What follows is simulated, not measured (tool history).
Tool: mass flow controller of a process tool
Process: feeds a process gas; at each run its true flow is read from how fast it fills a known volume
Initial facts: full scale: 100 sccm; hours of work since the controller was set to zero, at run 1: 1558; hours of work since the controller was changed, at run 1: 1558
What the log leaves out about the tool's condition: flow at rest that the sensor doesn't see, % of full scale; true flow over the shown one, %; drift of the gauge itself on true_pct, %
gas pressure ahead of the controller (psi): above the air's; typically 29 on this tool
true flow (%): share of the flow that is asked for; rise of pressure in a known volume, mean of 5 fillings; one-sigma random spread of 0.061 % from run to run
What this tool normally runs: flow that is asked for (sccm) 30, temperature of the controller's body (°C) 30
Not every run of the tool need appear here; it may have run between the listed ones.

run,hour,flow that is asked for (sccm),gas pressure ahead of the controller (psi),temperature of the controller's body (°C),hours of work since the controller was set to zero,hours of work since the controller was changed,true flow (%)
1,0,30,29,30,1558,1558,97.75
2,267.7,30,26.5,30,1724,1724,97.81
3,553.1,30,29,30,1902,1902,97.77
4,851,30,29,30,2088,2088,97.75
5,1085.1,30,23.1,30,2233,2233,97.93
6,1222.1,30,29,38,2319,2319,96.87
7,1514.4,30,29,38,2501,2501,96.96
8,1797.7,30,29,38,2677,2677,96.88
9,2051.4,30,29,38,2835,2835,96.88
10,2285.9,30,29,38,2981,2981,96.85
11,2494.8,41,38.7,33,3111,3111,97.33
12,2621.2,24,32.5,36,3190,3190,97.1
13,2881.7,26,26.5,34,3352,3352,97.38
14,3037.1,52,26.5,34,3449,3449,97.65
15,3194,13,25.4,29,3546,3546,98.4

Run 16, settings as shown, results not yet in. Your forecast:
16,3342.2,11,24.4,23,3638,3638,?

Run 16 came out at true flow (%) 99.25.
Were there no unlogged condition in the tool, this run, its random variation unchanged, would have produced true flow (%) 97.99.
